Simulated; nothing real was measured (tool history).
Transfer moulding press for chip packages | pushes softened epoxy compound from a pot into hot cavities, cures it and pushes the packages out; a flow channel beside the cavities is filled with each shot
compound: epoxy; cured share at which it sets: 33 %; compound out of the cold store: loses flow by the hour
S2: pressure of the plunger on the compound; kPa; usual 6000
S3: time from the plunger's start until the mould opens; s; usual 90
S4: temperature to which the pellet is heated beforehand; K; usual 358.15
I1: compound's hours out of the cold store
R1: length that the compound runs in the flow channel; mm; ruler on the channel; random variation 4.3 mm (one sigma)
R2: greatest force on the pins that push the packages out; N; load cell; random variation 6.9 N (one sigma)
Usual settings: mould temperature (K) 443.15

{"run": 1, "hour": 0.0, "mould temperature (K)": 443.15, "S2": 6000, "S3": 90, "S4": 358.15, "I1": 39, "R1": 488, "R2": 295}
{"run": 2, "hour": 19.3, "mould temperature (K)": 443.15, "S2": 6000, "S3": 100, "S4": 358.15, "I1": 21, "R1": 520, "R2": 435}
{"run": 3, "hour": 34.2, "mould temperature (K)": 443.15, "S2": 6000, "S3": 100, "S4": 358.15, "I1": 34.4, "R1": 487, "R2": 497}
{"hour": 38.2, "done": "cavities cleaned with cleaning compound and waxed"}
{"run": 4, "hour": 65.8, "mould temperature (K)": 443.15, "S2": 6000, "S3": 118, "S4": 358.15, "I1": 38.6, "R1": 482, "R2": 443}
{"hour": 77.1, "done": "cavities cleaned with cleaning compound and waxed"}
{"run": 5, "hour": 92.3, "mould temperature (K)": 443.15, "S2": 6000, "S3": 118, "S4": 358.15, "I1": 21.8, "R1": 519, "R2": 402}
{"hour": 117.0, "done": "cavities cleaned with cleaning compound and waxed"}
{"run": 6, "hour": 117.0, "mould temperature (K)": 443.15, "S2": 6000, "S3": 118, "S4": 358.15, "I1": 13.1, "R1": 540, "R2": 257}
{"run": 7, "hour": 129.6, "mould temperature (K)": 443.15, "S2": 6000, "S3": 118, "S4": 358.15, "I1": 16.1, "R1": 518, "R2": 382}
{"hour": 155.7, "done": "cavities cleaned with cleaning compound and waxed"}
{"run": 8, "hour": 159.2, "mould temperature (K)": 443.15, "S2": 6000, "S3": 118, "S4": 358.15, "I1": 37.8, "R1": 472, "R2": 289}
{"run": 9, "hour": 181.7, "mould temperature (K)": 443.15, "S2": 6000, "S3": 118, "S4": 359.15, "I1": 38.3, "R1": 472, "R2": 445}
{"hour": 186.4, "done": "plunger's sealing rings changed"}
{"hour": 198.7, "done": "cavities cleaned with cleaning compound and waxed"}
{"run": 10, "hour": 207.0, "mould temperature (K)": 443.15, "S2": 6000, "S3": 118, "S4": 359.15, "I1": 39.3, "R1": 492, "R2": 327}
{"run": 11, "hour": 221.0, "mould temperature (K)": 443.15, "S2": 6000, "S3": 118, "S4": 359.15, "I1": 10.3, "R1": 565, "R2": 424}
{"hour": 225.0, "done": "mould's thermocouples calibrated"}
{"hour": 240.4, "done": "cavities cleaned with cleaning compound and waxed"}
{"run": 12, "hour": 242.0, "mould temperature (K)": 443.15, "S2": 6000, "S3": 122, "S4": 359.15, "I1": 9.9, "R1": 560, "R2": 280}
{"run": 13, "hour": 254.9, "mould temperature (K)": 443.15, "S2": 6000, "S3": 122, "S4": 359.15, "I1": 32.8, "R1": 508, "R2": 382}
{"hour": 279.3, "done": "cavities cleaned with cleaning compound and waxed"}
{"run": 14, "hour": 283.2, "mould temperature (K)": 449.15, "S2": 7000, "S3": 112, "S4": 359.15, "I1": 26.1, "R1": 553, "R2": 294}
{"run": 15, "hour": 300.1, "mould temperature (K)": 449.15, "S2": 7000, "S3": 112, "S4": 359.15, "I1": 13.1, "R1": 586, "R2": 431}
{"hour": 318.1, "done": "cavities cleaned with cleaning compound and waxed"}
{"run": 16, "hour": 318.1, "mould temperature (K)": 442.15, "S2": 7170, "S3": 118, "S4": 366.15, "I1": 11.4, "R1": 608, "R2": 249}
{"run": 17, "hour": 348.8, "mould temperature (K)": 443.15, "S2": 7330, "S3": 90, "S4": 352.15, "I1": 12, "R1": 609, "R2": 518}
{"hour": 358.5, "done": "cavities cleaned with cleaning compound and waxed"}
{"run": 18, "hour": 369.9, "mould temperature (K)": 443.15, "S2": 5970, "S3": 76, "S4": 358.15, "I1": 16.5, "R1": 528, "R2": 515}
{"hour": 397.4, "done": "cavities cleaned with cleaning compound and waxed"}
{"run": 19, "hour": 397.4, "mould temperature (K)": 443.15, "S2": 6000, "S3": 96, "S4": 352.15, "I1": 45.2, "R1": 462, "R2": 275}
{"run": 20, "hour": 411.7, "mould temperature (K)": 443.15, "S2": 6790, "S3": 90, "S4": 349.15, "I1": 8.8, "R1": 595, "R2": 429}
{"run": 21, "hour": 431.0, "mould temperature (K)": 451.15, "S2": 6000, "S3": 79, "S4": 358.15, "I1": 15.4, "R1": 521, "R2": 494}
{"hour": 437.2, "done": "cavities cleaned with cleaning compound and waxed"}
{"run": 22, "hour": 453.2, "mould temperature (K)": 451.15, "S2": 6000, "S3": 79, "S4": 358.15, "I1": 45.4, "R1": 448, "R2": 408}
{"run": 23, "hour": 469.4, "mould temperature (K)": 451.15, "S2": 6000, "S3": 79, "S4": 358.15, "I1": 42.6, "R1": 453, "R2": 474}
{"hour": 476.1, "done": "cavities cleaned with cleaning compound and waxed"}
{"run": 24, "hour": 491.2, "mould temperature (K)": 443.15, "S2": 6000, "S3": 97, "S4": 353.15, "I1": 32.2, "R1": 494, "R2": 418}
{"hour": 512.4, "done": "plunger's sealing rings changed"}
{"hour": 517.3, "done": "cavities cleaned with cleaning compound and waxed"}
{"run": 25, "hour": 524.9, "mould temperature (K)": 438.15, "S2": 6400, "S3": 82, "S4": 350.15, "I1": 37.8, "R1": 520, "R2": 522}
{"run": 26, "hour": 550.2, "mould temperature (K)": 443.15, "S2": 6300, "S3": 102, "S4": 368.15, "I1": 34.6, "R1": 513, "R2": 462}

Forecast each of these 4 alternatives for the next run:
{"hour": 556.2, "done": "cavities cleaned with cleaning compound and waxed"}
{"run": "A", "hour": 579.8, "mould temperature (K)": 440.15, "S2": 6970, "S3": 90, "S4": 360.15, "I1": 47.9, "R1": "?", "R2": "?"}
{"hour": 556.2, "done": "cavities cleaned with cleaning compound and waxed"}
{"run": "B", "hour": 579.8, "mould temperature (K)": 443.15, "S2": 6300, "S3": 73, "S4": 368.15, "I1": 23.4, "R1": "?", "R2": "?"}
{"hour": 556.2, "done": "cavities cleaned with cleaning compound and waxed"}
{"run": "C", "hour": 579.8, "mould temperature (K)": 438.15, "S2": 6300, "S3": 102, "S4": 368.15, "I1": 41.9, "R1": "?", "R2": "?"}
{"hour": 556.2, "done": "cavities cleaned with cleaning compound and waxed"}
{"run": "D", "hour": 579.8, "mould temperature (K)": 443.15, "S2": 6000, "S3": 79, "S4": 351.15, "I1": 27.2, "R1": "?", "R2": "?"}

run=A R1=509 R2=504
run=B R1=534 R2=645
run=C R1=506 R2=469
run=D R1=520 R2=569
Without the tool's hidden state the same runs would have given:
run=A R1=515 R2=294
run=B R1=539 R2=378
run=C R1=511 R2=272
run=D R1=526 R2=330
